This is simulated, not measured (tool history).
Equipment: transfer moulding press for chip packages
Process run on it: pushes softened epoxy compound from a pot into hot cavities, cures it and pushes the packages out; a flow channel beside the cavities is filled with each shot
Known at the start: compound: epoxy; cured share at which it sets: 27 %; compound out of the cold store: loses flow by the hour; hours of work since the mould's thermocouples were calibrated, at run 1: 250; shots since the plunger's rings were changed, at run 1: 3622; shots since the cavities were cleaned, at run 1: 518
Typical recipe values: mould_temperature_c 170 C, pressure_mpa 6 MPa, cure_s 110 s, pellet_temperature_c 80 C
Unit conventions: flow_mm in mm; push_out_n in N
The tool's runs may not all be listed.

run	day	mould_temperature_c	pressure_mpa	cure_s	pellet_temperature_c	hours of work since the mould's thermocouples were calibrated	shots since the plunger's rings were changed	shots since the cavities were cleaned	incoming compound's hours out of the cold store	flow_mm	push_out_n
1	0	170	6	110	80	250	3622	518	27.7	902	560
2	0.588	170	6	110	80	260	3791	687	21.7	925	573
# day 0.708: cavities cleaned with cleaning compound and waxed
3	1.542	170	6	110	80	275	4047	239	39.3	851	478
4	2.225	170	6	110	80	286	4245	437	30.7	867	519
5	2.9	170	6	110	78	297	4439	631	9.2	979	602
# day 3.204: cavities cleaned with cleaning compound and waxed
6	3.575	170	6	110	78	308	4616	107	27	886	395
7	4.054	170	6	110	80	316	4754	245	18	947	470
8	4.496	170	6	110	80	323	4881	372	21.1	914	513
9	4.917	170	7.12	110	80	330	5002	493	40.5	895	532
# day 5.683: cavities cleaned with cleaning compound and waxed
10	5.792	170	7.12	110	80	344	5236	31	40.4	886	339
11	6.638	170	7.12	110	80	358	5479	274	26.1	953	476
12	7.521	170	7.12	110	80	372	5734	529	47.1	840	556
13	7.942	170	7.12	110	80	379	5856	651	16.8	1012	584
# day 8.179: cavities cleaned with cleaning compound and waxed
14	8.412	178	6	110	80	386	5974	68	20.3	854	364
# day 9: plunger's sealing rings changed
15	9.038	178	6	110	80	395	12	218	14.6	947	429
16	9.583	178	6	110	80	404	169	375	28.4	879	474
17	10.179	178	6	110	80	414	340	546	42.3	819	520
# day 10.821: cavities cleaned with cleaning compound and waxed
18	11.108	178	5.91	110	76	429	590	84	11.1	952	350
19	11.575	172	6	128	84	436	724	218	46.8	817	423
20	12.117	170	6	137	77	445	880	374	29.5	898	493
21	12.771	170	6.56	99	71	456	1069	563	33.7	915	599
# day 13.346: cavities cleaned with cleaning compound and waxed
22	13.7	170	6.32	121	71	471	1319	103	17.9	999	382
23	14.579	170	5.14	121	71	485	1571	355	9.5	948	464
24	15.412	168	5.82	103	80	499	1812	596	31.9	886	607
# day 15.833: cavities cleaned with cleaning compound and waxed
25	16.367	168	5.82	103	80	514	2068	153	37.5	859	456
26	17.058	174	4.99	110	80	526	2267	352	42.8	739	474
27	17.633	174	4.99	110	80	535	2434	519	36.2	761	516
# day 18.296: cavities cleaned with cleaning compound and waxed
28	18.433	170	6	121	72	548	2645	39	40	847	358
29	19.096	173	6	141	80	559	2836	230	48	794	436

Describe how what the log doesn't record of the tool's condition differs between the last listed run preceding each entry between runs and the first listed run following it.
Run 2 -> run 3: cavities cleaned with cleaning compound and waxed (day 0.708)
  true mould temperature over the reading, C: 0.58 -> 0.6; pressure that reaches the compound, % of what is set: 91.94 -> 91.46; grip of the stained cavities, % over clean ones': 80.1 -> 38.2
  difference, measured minus the result without the unlogged condition, flow_mm: -43 -> -42 mm; push_out_n: +255 -> +128 N
Run 5 -> run 6: cavities cleaned with cleaning compound and waxed (day 3.204)
  true mould temperature over the reading, C: 0.62 -> 0.64; pressure that reaches the compound, % of what is set: 90.69 -> 90.32; grip of the stained cavities, % over clean ones': 74.3 -> 21.4
  difference, measured minus the result without the unlogged condition, flow_mm: -53 -> -50 mm; push_out_n: +251 -> +67 N
Run 9 -> run 10: cavities cleaned with cleaning compound and waxed (day 5.683)
  true mould temperature over the reading, C: 0.66 -> 0.68; pressure that reaches the compound, % of what is set: 89.52 -> 89.1; grip of the stained cavities, % over clean ones': 62.9 -> 7.1
  difference, measured minus the result without the unlogged condition, flow_mm: -54 -> -57 mm; push_out_n: +201 -> +19 N
Run 13 -> run 14: cavities cleaned with cleaning compound and waxed (day 8.179)
  true mould temperature over the reading, C: 0.72 -> 0.73; pressure that reaches the compound, % of what is set: 87.84 -> 87.6; grip of the stained cavities, % over clean ones': 76.2 -> 14.1
  difference, measured minus the result without the unlogged condition, flow_mm: -73 -> -62 mm; push_out_n: +250 -> +45 N
Run 14 -> run 15: plunger's sealing rings changed (day 9)
  true mould temperature over the reading, C: 0.73 -> 0.74; pressure that reaches the compound, % of what is set: 87.6 -> 99.75; grip of the stained cavities, % over clean ones': 14.1 -> 34.5
  difference, measured minus the result without the unlogged condition, flow_mm: -62 -> -5 mm; push_out_n: +45 -> +110 N
Run 17 -> run 18: cavities cleaned with cleaning compound and waxed (day 10.821)
  true mould temperature over the reading, C: 0.76 -> 0.78; pressure that reaches the compound, % of what is set: 99.13 -> 98.63; grip of the stained cavities, % over clean ones': 69.3 -> 14.5
  difference, measured minus the result without the unlogged condition, flow_mm: -7 -> -11 mm; push_out_n: +215 -> +46 N
Run 21 -> run 22: cavities cleaned with cleaning compound and waxed (day 13.346)
  true mould temperature over the reading, C: 0.81 -> 0.82; pressure that reaches the compound, % of what is set: 97.71 -> 97.25; grip of the stained cavities, % over clean ones': 69.3 -> 18
  difference, measured minus the result without the unlogged condition, flow_mm: -15 -> -19 mm; push_out_n: +236 -> +56 N
Run 24 -> run 25: cavities cleaned with cleaning compound and waxed (day 15.833)
  true mould temperature over the reading, C: 0.86 -> 0.88; pressure that reaches the compound, % of what is set: 96.28 -> 95.78; grip of the stained cavities, % over clean ones': 72.3 -> 25.7
  difference, measured minus the result without the unlogged condition, flow_mm: -22 -> -23 mm; push_out_n: +247 -> +81 N
Run 27 -> run 28: cavities cleaned with cleaning compound and waxed (day 18.296)
  true mould temperature over the reading, C: 0.9 -> 0.92; pressure that reaches the compound, % of what is set: 95.12 -> 94.69; grip of the stained cavities, % over clean ones': 66.5 -> 8.8
  difference, measured minus the result without the unlogged condition, flow_mm: -24 -> -28 mm; push_out_n: +205 -> +27 N
